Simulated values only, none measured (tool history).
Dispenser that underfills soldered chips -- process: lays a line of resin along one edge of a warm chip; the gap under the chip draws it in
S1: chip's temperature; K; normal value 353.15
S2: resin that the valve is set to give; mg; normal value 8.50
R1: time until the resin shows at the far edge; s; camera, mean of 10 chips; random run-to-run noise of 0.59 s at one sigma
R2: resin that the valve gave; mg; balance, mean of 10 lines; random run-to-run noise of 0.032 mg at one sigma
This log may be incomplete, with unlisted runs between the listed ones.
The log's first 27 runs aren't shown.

run	hour	S1	S2	R1	R2
28	121.6	346.15	10.88	104.9	10.78
29	127.1	358.15	9.76	83.4	9.75
# hour 128.6: new syringe of resin
30	131.9	358.15	9.76	48.9	9.80
31	135.0	344.15	10.14	103.6	10.14
32	140.5	362.15	8.86	61.7	8.80
33	143.3	353.15	9.24	104.6	9.21
# hour 144.2: new syringe of resin
34	146.7	360.15	8.00	44.6	7.96
35	152.2	360.15	8.00	57.6	7.94

Forecast each of these 5 alternatives for the next run:
A	157.7	363.15	9.69	?	?
B	157.7	353.15	8.20	?	?
C	157.7	366.15	8.17	?	?
D	157.7	344.15	7.32	?	?
E	157.7	353.15	7.64	?	?

run	R1	R2
A	64.7	9.52
B	98.8	8.10
C	56.9	8.02
D	150.8	7.23
E	98.1	7.54
Without the tool's unlogged condition, the same runs would have read:
run	R1	R2
A	33.8	9.63
B	51.3	8.19
C	29.4	8.12
D	77.9	7.32
E	50.7	7.63

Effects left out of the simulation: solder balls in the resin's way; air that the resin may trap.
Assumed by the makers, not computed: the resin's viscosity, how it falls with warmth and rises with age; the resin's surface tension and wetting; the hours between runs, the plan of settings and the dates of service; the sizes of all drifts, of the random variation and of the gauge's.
